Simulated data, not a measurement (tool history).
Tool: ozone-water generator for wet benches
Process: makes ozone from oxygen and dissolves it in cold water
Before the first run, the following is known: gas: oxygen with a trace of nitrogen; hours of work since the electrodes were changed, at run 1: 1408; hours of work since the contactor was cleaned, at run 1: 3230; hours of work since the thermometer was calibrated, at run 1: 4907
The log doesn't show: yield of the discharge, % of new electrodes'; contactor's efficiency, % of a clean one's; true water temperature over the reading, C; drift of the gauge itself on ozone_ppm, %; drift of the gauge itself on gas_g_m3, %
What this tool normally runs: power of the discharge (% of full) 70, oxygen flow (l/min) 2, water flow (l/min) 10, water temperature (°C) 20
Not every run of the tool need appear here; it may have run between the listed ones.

| run | hour | power of the discharge (% of full) | oxygen flow (l/min) | water flow (l/min) | water temperature (°C) | hours of work since the electrodes were changed | hours of work since the contactor was cleaned | hours of work since the thermometer was calibrated | dissolved ozone (ppm) | ozone in the gas ahead of the water (g/m3) |
|---|---|---|---|---|---|---|---|---|---|---|
| 1 | 0 | 70 | 2 | 10 | 20 | 1408 | 3230 | 4907 | 18.2 | 259.3 |
| 2 | 33.5 | 70 | 2 | 10 | 20 | 1435 | 3258 | 4934 | 17.6 | 261.6 |
| 3 | 52.6 | 70 | 2 | 15 | 20 | 1451 | 3273 | 4950 | 12.4 | 262.7 |
| 4 | 95.3 | 70 | 2 | 15 | 20 | 1486 | 3308 | 4985 | 12.2 | 261.9 |
| 5 | 140.3 | 70 | 2 | 11 | 20 | 1523 | 3345 | 5022 | 16.2 | 261.5 |
| 6 | 176.2 | 67 | 2 | 10 | 20 | 1552 | 3375 | 5051 | 17.7 | 257.6 |
| 7 | 220.2 | 67 | 2 | 10 | 20 | 1588 | 3411 | 5087 | 17.3 | 256.7 |
| 8 | 244.4 | 70 | 2 | 15 | 20 | 1608 | 3431 | 5107 | 12.2 | 261 |
| 9 | 274 | 70 | 2 | 15 | 20 | 1632 | 3455 | 5132 | 12.2 | 262.3 |
| 10 | 308.1 | 70 | 2 | 10 | 27 | 1660 | 3483 | 5159 | 16.3 | 261.6 |
| 11 | 332.7 | 70 | 2 | 16 | 20 | 1680 | 3503 | 5180 | 11.3 | 262.6 |
| 12 | 355.1 | 65 | 2 | 10 | 21 | 1699 | 3521 | 5198 | 16.9 | 254 |
|  | 366.4 | contactor cleaned |
| 13 | 404 | 65 | 2 | 10 | 21 | 1735 | 31 | 5235 | 16.9 | 253.2 |
| 14 | 423.4 | 65 | 2 | 10 | 21 | 1751 | 47 | 5251 | 16.7 | 254.2 |
| 15 | 460.7 | 65 | 2 | 10 | 21 | 1782 | 77 | 5281 | 17 | 251.6 |
| 16 | 482.7 | 65 | 2 | 10 | 21 | 1800 | 95 | 5299 | 17 | 251.9 |
| 17 | 508.2 | 65 | 2.37 | 11 | 21 | 1821 | 116 | 5320 | 15.8 | 232.1 |
| 18 | 532.2 | 70 | 1.25 | 10 | 13 | 1841 | 136 | 5340 | 17.7 | 336 |
| 19 | 553.6 | 70 | 1.35 | 13 | 12 | 1858 | 153 | 5357 | 13.3 | 322.2 |
|  | 575.5 | water thermometer calibrated |
| 20 | 575.5 | 70 | 1.35 | 7 | 12 | 1876 | 171 | 0 | 25.9 | 320.2 |
| 21 | 598 | 70 | 1.35 | 7 | 12 | 1894 | 189 | 18 | 25.7 | 321.5 |

Describe how what the log doesn't record of the tool's condition differs between the last listed run preceding each entry between runs and the first listed run following it.
Run 12 -> run 13: contactor cleaned (hour 366.4)
  contactor's efficiency, % of a clean one's: 99.9 -> 100; drift of the gauge itself on gas_g_m3, %: 0.77 -> 0.86
  measured result minus the result with no hidden state, ozone in the gas ahead of the water (g/m3): +1.8 -> +2
Run 19 -> run 20: water thermometer calibrated (hour 575.5)
  drift of the gauge itself on gas_g_m3, %: 1.19 -> 1.23
  measured result minus the result with no hidden state, ozone in the gas ahead of the water (g/m3): +3.5 -> +3.7
